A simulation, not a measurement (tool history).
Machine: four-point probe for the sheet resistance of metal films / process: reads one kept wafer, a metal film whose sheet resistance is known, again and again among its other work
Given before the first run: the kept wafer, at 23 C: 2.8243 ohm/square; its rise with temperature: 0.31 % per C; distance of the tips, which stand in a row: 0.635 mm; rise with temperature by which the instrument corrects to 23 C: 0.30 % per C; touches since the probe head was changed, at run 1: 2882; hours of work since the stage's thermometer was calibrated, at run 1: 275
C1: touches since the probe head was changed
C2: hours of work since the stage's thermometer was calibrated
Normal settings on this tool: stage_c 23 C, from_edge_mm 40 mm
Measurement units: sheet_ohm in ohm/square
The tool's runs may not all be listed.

Run 1, hour 0.0: usual settings; C1 2882; C2 275. Result: sheet_ohm 2.825589 ohm/square.
Run 2, hour 10.8: usual settings; C1 3168; C2 280. Result: sheet_ohm 2.825061 ohm/square.
Run 3, hour 17.6: usual settings; C1 3348; C2 283. Result: sheet_ohm 2.824946 ohm/square.
Run 4, hour 28.6: usual settings; C1 3642; C2 288. Result: sheet_ohm 2.825877 ohm/square.
Run 5, hour 40.3: usual settings; C1 3951; C2 293. Result: sheet_ohm 2.824546 ohm/square.
Run 6, hour 54.9: usual settings; C1 4339; C2 299. Result: sheet_ohm 2.825318 ohm/square.
Run 7, hour 62.5: usual settings but stage_c 29 C; C1 4540; C2 303. Result: sheet_ohm 2.826879 ohm/square.
Run 8, hour 74.7: usual settings but stage_c 29 C; C1 4867; C2 308. Result: sheet_ohm 2.827038 ohm/square.
Run 9, hour 81.1: usual settings but stage_c 29 C; C1 5035; C2 311. Result: sheet_ohm 2.826645 ohm/square.
Run 10, hour 91.6: usual settings but stage_c 29 C; C1 5314; C2 316. Result: sheet_ohm 2.826335 ohm/square.
Run 11, hour 99.1: usual settings but stage_c 29 C; C1 5513; C2 319. Result: sheet_ohm 2.825598 ohm/square.
Run 12, hour 113.8: usual settings but stage_c 28 C, from_edge_mm 24 mm; C1 5904; C2 326. Result: sheet_ohm 2.826591 ohm/square.
Run 13, hour 123.8: usual settings but stage_c 32 C, from_edge_mm 5 mm; C1 6170; C2 331. Result: sheet_ohm 2.851022 ohm/square.
Run 14, hour 134.7: usual settings but stage_c 26 C, from_edge_mm 6 mm; C1 6461; C2 336. Result: sheet_ohm 2.842342 ohm/square.
Run 15, hour 147.6: usual settings but stage_c 26 C, from_edge_mm 51 mm; C1 6803; C2 341. Result: sheet_ohm 2.824359 ohm/square.
Run 16, hour 154.0: usual settings but stage_c 19 C; C1 6972; C2 344. Result: sheet_ohm 2.822279 ohm/square.
Run 17, hour 163.0: usual settings but stage_c 28 C, from_edge_mm 3 mm; C1 7211; C2 348. Result: sheet_ohm 2.892194 ohm/square.
Run 18, hour 172.6: usual settings but stage_c 26 C, from_edge_mm 11 mm; C1 7466; C2 353. Result: sheet_ohm 2.830516 ohm/square.
Run 19, hour 180.0: usual settings but from_edge_mm 13 mm; C1 7662; C2 356. Result: sheet_ohm 2.828270 ohm/square.
Run 20, hour 188.0: usual settings but stage_c 20 C, from_edge_mm 11 mm; C1 7876; C2 360. Result: sheet_ohm 2.829227 ohm/square.
Run 21, hour 194.6: usual settings but stage_c 32 C, from_edge_mm 13 mm; C1 8052; C2 363. Result: sheet_ohm 2.831053 ohm/square.
Run 22, hour 206.0: usual settings but stage_c 32 C, from_edge_mm 13 mm; C1 8354; C2 368. Result: sheet_ohm 2.830155 ohm/square.

Here are 5 independent what-if runs from the current tool condition. What would each one return?
Run A, hour 215.4: usual settings but stage_c 19 C, from_edge_mm 27 mm; C1 8604; C2 372. Result: sheet_ohm ?.
Run B, hour 215.4: usual settings but stage_c 32 C, from_edge_mm 18 mm; C1 8604; C2 372. Result: sheet_ohm ?.
Run C, hour 215.4: usual settings but stage_c 19 C, from_edge_mm 4 mm; C1 8604; C2 372. Result: sheet_ohm ?.
Run D, hour 215.4: usual settings but stage_c 35 C, from_edge_mm 55 mm; C1 8604; C2 372. Result: sheet_ohm ?.
Run E, hour 215.4: usual settings but from_edge_mm 7 mm; C1 8604; C2 372. Result: sheet_ohm ?.

run  sheet_ohm
  A   2.824206
  B   2.829353
  C   2.862182
  D   2.828229
  E   2.837282
The same runs, with their run-to-run variation unchanged, on a tool lacking any hidden condition would have given:
run  sheet_ohm
  A   2.824186
  B   2.829333
  C   2.862162
  D   2.828210
  E   2.837262

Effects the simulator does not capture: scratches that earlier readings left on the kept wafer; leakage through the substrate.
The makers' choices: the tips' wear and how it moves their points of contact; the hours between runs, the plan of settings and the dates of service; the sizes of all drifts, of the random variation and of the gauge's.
